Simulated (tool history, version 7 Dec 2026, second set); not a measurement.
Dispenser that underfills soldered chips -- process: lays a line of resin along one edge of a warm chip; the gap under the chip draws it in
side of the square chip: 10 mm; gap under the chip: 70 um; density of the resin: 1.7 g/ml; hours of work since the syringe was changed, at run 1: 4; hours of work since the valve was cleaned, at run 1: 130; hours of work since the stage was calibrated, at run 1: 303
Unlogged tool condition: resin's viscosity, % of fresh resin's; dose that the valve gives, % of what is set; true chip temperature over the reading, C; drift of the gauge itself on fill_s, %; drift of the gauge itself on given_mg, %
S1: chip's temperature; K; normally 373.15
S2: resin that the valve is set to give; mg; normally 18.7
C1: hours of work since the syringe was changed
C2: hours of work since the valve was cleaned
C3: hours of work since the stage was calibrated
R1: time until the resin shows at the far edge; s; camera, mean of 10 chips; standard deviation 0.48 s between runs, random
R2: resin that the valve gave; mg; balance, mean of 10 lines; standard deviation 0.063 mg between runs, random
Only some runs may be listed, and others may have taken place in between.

run 1 hour=0.0 | S1=373.15 S2=18.7 | C1=4 C2=130 C3=303 | R1=43.9 R2=17.17
-- hour=3.0 dispensing valve cleaned and set on the balance
-- hour=7.4 new syringe of resin
run 2 hour=13.9 | S1=373.15 S2=18.7 | C1=4 C2=7 C3=311 | R1=43.7 R2=18.64
-- hour=19.8 new syringe of resin
run 3 hour=25.8 | S1=373.15 S2=18.7 | C1=4 C2=14 C3=318 | R1=44.4 R2=18.57
-- hour=32.3 new syringe of resin
run 4 hour=35.7 | S1=373.15 S2=18.7 | C1=2 C2=21 C3=325 | R1=39.6 R2=18.57
run 5 hour=41.7 | S1=373.15 S2=18.7 | C1=6 C2=25 C3=328 | R1=48.1 R2=18.50
-- hour=44.5 new syringe of resin
run 6 hour=49.3 | S1=373.15 S2=18.7 | C1=3 C2=29 C3=333 | R1=41.2 R2=18.54
-- hour=56.7 new syringe of resin
run 7 hour=58.0 | S1=373.15 S2=18.7 | C1=1 C2=35 C3=339 | R1=38.0 R2=18.41
run 8 hour=64.8 | S1=373.15 S2=18.7 | C1=5 C2=39 C3=343 | R1=45.5 R2=18.21
-- hour=69.2 new syringe of resin
run 9 hour=73.7 | S1=373.15 S2=18.7 | C1=3 C2=45 C3=349 | R1=40.7 R2=18.28
-- hour=81.6 new syringe of resin
run 10 hour=83.4 | S1=373.15 S2=18.7 | C1=1 C2=51 C3=355 | R1=38.8 R2=18.20
-- hour=89.8 stage's temperature calibrated
run 11 hour=93.7 | S1=368.15 S2=18.7 | C1=7 C2=57 C3=3 | R1=60.2 R2=18.20
-- hour=94.6 new syringe of resin
run 12 hour=100.3 | S1=368.15 S2=18.7 | C1=4 C2=61 C3=7 | R1=51.3 R2=18.08
-- hour=107.5 new syringe of resin
run 13 hour=110.9 | S1=368.15 S2=18.7 | C1=2 C2=68 C3=13 | R1=47.9 R2=18.11
run 14 hour=119.2 | S1=371.15 S2=18.7 | C1=8 C2=73 C3=19 | R1=56.7 R2=18.00
-- hour=120.2 new syringe of resin
-- hour=132.4 new syringe of resin
run 15 hour=132.8 | S1=371.15 S2=18.7 | C1=0 C2=82 C3=27 | R1=40.8 R2=17.82
run 16 hour=138.9 | S1=371.15 S2=18.7 | C1=4 C2=86 C3=31 | R1=48.5 R2=17.84
-- hour=144.7 new syringe of resin
run 17 hour=145.8 | S1=371.15 S2=18.7 | C1=1 C2=90 C3=36 | R1=40.4 R2=17.90
run 18 hour=151.9 | S1=371.15 S2=18.7 | C1=5 C2=94 C3=39 | R1=49.9 R2=17.82
-- hour=157.7 new syringe of resin
run 19 hour=159.9 | S1=367.15 S2=22.2 | C1=1 C2=99 C3=45 | R1=46.7 R2=21.06
run 20 hour=167.8 | S1=384.15 S2=18.7 | C1=7 C2=104 C3=50 | R1=37.6 R2=17.71
-- hour=170.2 new syringe of resin
run 21 hour=177.2 | S1=363.15 S2=23.1 | C1=5 C2=110 C3=56 | R1=59.5 R2=21.73
-- hour=182.7 new syringe of resin
run 22 hour=183.5 | S1=363.15 S2=22.2 | C1=1 C2=114 C3=60 | R1=50.6 R2=20.92
run 23 hour=191.9 | S1=365.15 S2=16.6 | C1=6 C2=120 C3=65 | R1=62.8 R2=15.55
-- hour=195.0 new syringe of resin
run 24 hour=200.2 | S1=365.15 S2=16.6 | C1=3 C2=125 C3=70 | R1=56.9 R2=15.56
-- hour=207.3 new syringe of resin
-- hour=212.4 dispensing valve cleaned and set on the balance
run 25 hour=214.0 | S1=373.15 S2=16.8 | C1=4 C2=1 C3=78 | R1=45.7 R2=16.80
-- hour=220.8 new syringe of resin
run 26 hour=226.9 | S1=369.15 S2=21.7 | C1=4 C2=9 C3=87 | R1=48.3 R2=21.83
-- hour=232.9 new syringe of resin
run 27 hour=238.8 | S1=369.15 S2=21.7 | C1=4 C2=17 C3=94 | R1=47.5 R2=21.59
-- hour=245.2 new syringe of resin
run 28 hour=245.3 | S1=368.15 S2=22.5 | C1=0 C2=21 C3=98 | R1=42.4 R2=22.27
run 29 hour=251.5 | S1=379.15 S2=18.8 | C1=4 C2=25 C3=102 | R1=37.4 R2=18.59
-- hour=257.7 new syringe of resin
run 30 hour=259.7 | S1=372.15 S2=20.0 | C1=1 C2=30 C3=107 | R1=39.5 R2=19.71
-- hour=270.4 new syringe of resin
run 31 hour=270.6 | S1=386.15 S2=24.2 | C1=0 C2=37 C3=114 | R1=25.4 R2=23.88
run 32 hour=276.3 | S1=386.15 S2=24.2 | C1=4 C2=41 C3=118 | R1=30.1 R2=23.79

Take each entry between the runs: how does the hidden state at the last listed run before it differ from the hidden state at the first listed run after it?
Between runs 1 and 2: dispensing valve cleaned and set on the balance (hour 3.0); new syringe of resin (hour 7.4)
  resin's viscosity, % of fresh resin's: 118.3 -> 121.7; dose that the valve gives, % of what is set: 92.96 -> 99.78; true chip temperature over the reading, C: 0.66 -> 0.69
  what was measured, less what the result would be without the hidden state, R1: +6.6 -> +7.2 s; R2: -1.31 -> -0.04 mg
Between runs 2 and 3: new syringe of resin (hour 19.8)
  resin's viscosity, % of fresh resin's: 121.7 -> 121; dose that the valve gives, % of what is set: 99.78 -> 99.4; true chip temperature over the reading, C: 0.69 -> 0.71
  what was measured, less what the result would be without the hidden state, R1: +7.2 -> +6.9 s; R2: -0.04 -> -0.12 mg
Between runs 3 and 4: new syringe of resin (hour 32.3)
  resin's viscosity, % of fresh resin's: 121 -> 111; dose that the valve gives, % of what is set: 99.4 -> 99.08; true chip temperature over the reading, C: 0.71 -> 0.74
  what was measured, less what the result would be without the hidden state, R1: +6.9 -> +3.2 s; R2: -0.12 -> -0.17 mg
Between runs 5 and 6: new syringe of resin (hour 44.5)
  resin's viscosity, % of fresh resin's: 133 -> 115; dose that the valve gives, % of what is set: 98.85 -> 98.59; true chip temperature over the reading, C: 0.75 -> 0.77
  what was measured, less what the result would be without the hidden state, R1: +11.2 -> +4.7 s; R2: -0.22 -> -0.26 mg
Between runs 6 and 7: new syringe of resin (hour 56.7)
  resin's viscosity, % of fresh resin's: 115 -> 103; dose that the valve gives, % of what is set: 98.59 -> 98.29; true chip temperature over the reading, C: 0.77 -> 0.79
  what was measured, less what the result would be without the hidden state, R1: +4.7 -> +0.4 s; R2: -0.26 -> -0.32 mg
Between runs 8 and 9: new syringe of resin (hour 69.2)
  resin's viscosity, % of fresh resin's: 126.4 -> 113.4; dose that the valve gives, % of what is set: 98.04 -> 97.78; true chip temperature over the reading, C: 0.8 -> 0.82
  what was measured, less what the result would be without the hidden state, R1: +8.8 -> +4.1 s; R2: -0.37 -> -0.42 mg
Between runs 9 and 10: new syringe of resin (hour 81.6)
  resin's viscosity, % of fresh resin's: 113.4 -> 106.7; dose that the valve gives, % of what is set: 97.78 -> 97.45; true chip temperature over the reading, C: 0.82 -> 0.85
  what was measured, less what the result would be without the hidden state, R1: +4.1 -> +1.7 s; R2: -0.42 -> -0.48 mg
Between runs 10 and 11: stage's temperature calibrated (hour 89.8)
  resin's viscosity, % of fresh resin's: 106.7 -> 141.3; dose that the valve gives, % of what is set: 97.45 -> 97.12; true chip temperature over the reading, C: 0.85 -> -0.05
  what was measured, less what the result would be without the hidden state, R1: +1.7 -> +18.0 s; R2: -0.48 -> -0.54 mg
Between runs 11 and 12: new syringe of resin (hour 94.6)
  resin's viscosity, % of fresh resin's: 141.3 -> 120.1; dose that the valve gives, % of what is set: 97.12 -> 96.92; true chip temperature over the reading, C: -0.05 -> -0.03
  what was measured, less what the result would be without the hidden state, R1: +18.0 -> +8.8 s; R2: -0.54 -> -0.57 mg
Between runs 12 and 13: new syringe of resin (hour 107.5)
  resin's viscosity, % of fresh resin's: 120.1 -> 110.5; dose that the valve gives, % of what is set: 96.92 -> 96.55; true chip temperature over the reading, C: -0.03 -> -0.01
  what was measured, less what the result would be without the hidden state, R1: +8.8 -> +4.7 s; R2: -0.57 -> -0.64 mg
Between runs 14 and 15: new syringe of resin (hour 120.2); new syringe of resin (hour 132.4)
  resin's viscosity, % of fresh resin's: 142 -> 102.3; dose that the valve gives, % of what is set: 96.26 -> 95.78; true chip temperature over the reading, C: 0.01 -> 0.04
  what was measured, less what the result would be without the hidden state, R1: +17.1 -> +1.1 s; R2: -0.70 -> -0.79 mg
Between runs 16 and 17: new syringe of resin (hour 144.7)
  resin's viscosity, % of fresh resin's: 122.7 -> 104.1; dose that the valve gives, % of what is set: 95.56 -> 95.33; true chip temperature over the reading, C: 0.05 -> 0.06
  what was measured, less what the result would be without the hidden state, R1: +9.2 -> +1.7 s; R2: -0.82 -> -0.88 mg
Between runs 18 and 19: new syringe of resin (hour 157.7)
  resin's viscosity, % of fresh resin's: 124.8 -> 106.1; dose that the valve gives, % of what is set: 95.13 -> 94.87; true chip temperature over the reading, C: 0.08 -> 0.1
  what was measured, less what the result would be without the hidden state, R1: +10.1 -> +2.7 s; R2: -0.91 -> -1.14 mg
Between runs 20 and 21: new syringe of resin (hour 170.2)
  resin's viscosity, % of fresh resin's: 134.5 -> 123.5; dose that the valve gives, % of what is set: 94.62 -> 94.33; true chip temperature over the reading, C: 0.11 -> 0.14
  what was measured, less what the result would be without the hidden state, R1: +9.7 -> +11.3 s; R2: -1.01 -> -1.31 mg
Between runs 21 and 22: new syringe of resin (hour 182.7)
  resin's viscosity, % of fresh resin's: 123.5 -> 102.9; dose that the valve gives, % of what is set: 94.33 -> 94.13; true chip temperature over the reading, C: 0.14 -> 0.15
  what was measured, less what the result would be without the hidden state, R1: +11.3 -> +1.4 s; R2: -1.31 -> -1.31 mg
Between runs 23 and 24: new syringe of resin (hour 195.0)
  resin's viscosity, % of fresh resin's: 132.3 -> 116.7; dose that the valve gives, % of what is set: 93.82 -> 93.56; true chip temperature over the reading, C: 0.17 -> 0.19
  what was measured, less what the result would be without the hidden state, R1: +15.9 -> +8.7 s; R2: -1.02 -> -1.07 mg
Between runs 24 and 25: new syringe of resin (hour 207.3); dispensing valve cleaned and set on the balance (hour 212.4)
  resin's viscosity, % of fresh resin's: 116.7 -> 119.9; dose that the valve gives, % of what is set: 93.56 -> 100.3; true chip temperature over the reading, C: 0.19 -> 0.22
  what was measured, less what the result would be without the hidden state, R1: +8.7 -> +7.3 s; R2: -1.07 -> +0.05 mg
Between runs 25 and 26: new syringe of resin (hour 220.8)
  resin's viscosity, % of fresh resin's: 119.9 -> 119.3; dose that the valve gives, % of what is set: 100.3 -> 99.88; true chip temperature over the reading, C: 0.22 -> 0.25
  what was measured, less what the result would be without the hidden state, R1: +7.3 -> +7.6 s; R2: +0.05 -> -0.03 mg
Between runs 26 and 27: new syringe of resin (hour 232.9)
  resin's viscosity, % of fresh resin's: 119.3 -> 118.2; dose that the valve gives, % of what is set: 99.88 -> 99.49; true chip temperature over the reading, C: 0.25 -> 0.28
  what was measured, less what the result would be without the hidden state, R1: +7.6 -> +7.0 s; R2: -0.03 -> -0.11 mg
Between runs 27 and 28: new syringe of resin (hour 245.2)
  resin's viscosity, % of fresh resin's: 118.2 -> 100.4; dose that the valve gives, % of what is set: 99.49 -> 99.26; true chip temperature over the reading, C: 0.28 -> 0.29
  what was measured, less what the result would be without the hidden state, R1: +7.0 -> -0.2 s; R2: -0.11 -> -0.16 mg
Between runs 29 and 30: new syringe of resin (hour 257.7)
  resin's viscosity, % of fresh resin's: 120.9 -> 106.1; dose that the valve gives, % of what is set: 99.04 -> 98.72; true chip temperature over the reading, C: 0.31 -> 0.32
  what was measured, less what the result would be without the hidden state, R1: +6.3 -> +1.9 s; R2: -0.18 -> -0.26 mg
Between runs 30 and 31: new syringe of resin (hour 270.4)
  resin's viscosity, % of fresh resin's: 106.1 -> 100.8; dose that the valve gives, % of what is set: 98.72 -> 98.36; true chip temperature over the reading, C: 0.32 -> 0.35
  what was measured, less what the result would be without the hidden state, R1: +1.9 -> +0.0 s; R2: -0.26 -> -0.40 mg
